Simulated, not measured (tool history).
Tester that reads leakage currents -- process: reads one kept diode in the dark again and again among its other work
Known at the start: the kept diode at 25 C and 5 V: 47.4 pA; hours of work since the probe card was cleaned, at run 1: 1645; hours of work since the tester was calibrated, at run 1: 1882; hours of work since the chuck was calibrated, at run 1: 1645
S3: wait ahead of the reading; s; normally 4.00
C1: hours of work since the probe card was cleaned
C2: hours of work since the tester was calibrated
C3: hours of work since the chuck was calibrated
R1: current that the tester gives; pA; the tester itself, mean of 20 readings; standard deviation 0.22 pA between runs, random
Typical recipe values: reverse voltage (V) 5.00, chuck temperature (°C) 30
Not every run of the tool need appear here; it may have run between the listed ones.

Run 1, hour 0.0: usual settings; C1 1645; C2 1882; C3 1645. Result: R1 91.45 pA.
Run 2, hour 153.9: usual settings but chuck temperature (°C) 27; C1 1764; C2 2002; C3 1764. Result: R1 76.42 pA.
Run 3, hour 239.0: usual settings but chuck temperature (°C) 27; C1 1831; C2 2068; C3 1831. Result: R1 77.20 pA.
Run 4, hour 372.8: usual settings but chuck temperature (°C) 27; C1 1935; C2 2172; C3 1935. Result: R1 77.91 pA.
At hour 417.3: chuck's temperature calibrated.
At hour 437.0: probe card cleaned and baked.
Run 5, hour 522.4: usual settings but chuck temperature (°C) 27; C1 66; C2 2284; C3 79. Result: R1 56.03 pA.
Run 6, hour 655.3: usual settings but chuck temperature (°C) 27; C1 170; C2 2387; C3 183. Result: R1 57.34 pA.
Run 7, hour 744.6: usual settings but chuck temperature (°C) 27; C1 239; C2 2457; C3 252. Result: R1 58.33 pA.
Run 8, hour 935.1: usual settings but chuck temperature (°C) 27; C1 387; C2 2605; C3 400. Result: R1 59.82 pA.
Run 9, hour 1066.0: usual settings but chuck temperature (°C) 27; C1 489; C2 2706; C3 502. Result: R1 60.81 pA.
Run 10, hour 1245.5: usual settings but chuck temperature (°C) 27; C1 628; C2 2846; C3 641. Result: R1 62.31 pA.
Run 11, hour 1444.7: usual settings but chuck temperature (°C) 27; C1 783; C2 3001; C3 796. Result: R1 63.97 pA.
Run 12, hour 1591.2: usual settings but chuck temperature (°C) 27; C1 897; C2 3114; C3 910. Result: R1 65.43 pA.
Run 13, hour 1753.5: usual settings but chuck temperature (°C) 27; C1 1023; C2 3240; C3 1036. Result: R1 66.86 pA.
Run 14, hour 1956.9: usual settings but reverse voltage (V) 10.75, chuck temperature (°C) 39, S3 1.62 s; C1 1181; C2 3398; C3 1194. Result: R1 235.59 pA.
Run 15, hour 2062.0: usual settings but reverse voltage (V) 10.75, chuck temperature (°C) 39, S3 1.62 s; C1 1262; C2 3480; C3 1275. Result: R1 236.49 pA.
Run 16, hour 2156.5: usual settings but reverse voltage (V) 14.76, chuck temperature (°C) 48, S3 2.85 s; C1 1336; C2 3553; C3 1349. Result: R1 505.54 pA.
Run 17, hour 2334.9: usual settings but reverse voltage (V) 14.76, chuck temperature (°C) 48, S3 2.85 s; C1 1475; C2 3692; C3 1487. Result: R1 511.83 pA.
Run 18, hour 2463.2: usual settings but reverse voltage (V) 17.51, chuck temperature (°C) 45; C1 1574; C2 3792; C3 1587. Result: R1 471.17 pA.
Run 19, hour 2612.8: usual settings but reverse voltage (V) 13.01, chuck temperature (°C) 54, S3 6.56 s; C1 1690; C2 3908; C3 1703. Result: R1 704.06 pA.
At hour 2641.0: tester calibrated.
Run 20, hour 2732.0: usual settings but reverse voltage (V) 17.91, chuck temperature (°C) 42, S3 4.55 s; C1 1781; C2 71; C3 1794. Result: R1 405.38 pA.
Run 21, hour 2916.4: usual settings but reverse voltage (V) 17.91, chuck temperature (°C) 42, S3 4.55 s; C1 1925; C2 214; C3 1938. Result: R1 413.42 pA.
At hour 2952.7: chuck's temperature calibrated.
At hour 3000.2: probe card cleaned and baked.
Run 22, hour 3020.6: usual settings but reverse voltage (V) 17.91, chuck temperature (°C) 42, S3 4.55 s; C1 16; C2 291; C3 50. Result: R1 321.41 pA.
Run 23, hour 3152.9: usual settings but reverse voltage (V) 2.55, chuck temperature (°C) 21, S3 4.09 s; C1 119; C2 394; C3 153. Result: R1 25.49 pA.
Run 24, hour 3296.0: usual settings but reverse voltage (V) 1.40, chuck temperature (°C) 26, S3 2.02 s; C1 230; C2 505; C3 264. Result: R1 27.97 pA.
Run 25, hour 3472.5: usual settings but reverse voltage (V) 8.32, chuck temperature (°C) 44, S3 2.51 s; C1 367; C2 642; C3 402. Result: R1 261.37 pA.
Run 26, hour 3648.6: usual settings but reverse voltage (V) 8.32, chuck temperature (°C) 44, S3 2.51 s; C1 504; C2 779; C3 538. Result: R1 264.19 pA.

What if the next run were any one of these 3? Each begins from the tool's condition after run 26:
Run A, hour 3743.7: usual settings but S3 4.71 s; C1 578; C2 853; C3 612. Result: R1 ?.
Run B, hour 3743.7: usual settings but reverse voltage (V) 2.04, S3 1.21 s; C1 578; C2 853; C3 612. Result: R1 ?.
Run C, hour 3743.7: usual settings but reverse voltage (V) 11.39, chuck temperature (°C) 45, S3 0.94 s; C1 578; C2 853; C3 612. Result: R1 ?.

run      R1
  A   77.08
  B   48.88
  C  338.49
Without the tool's hidden state the same runs would have given:
run      R1
  A   69.70
  B   44.91
  C  314.44
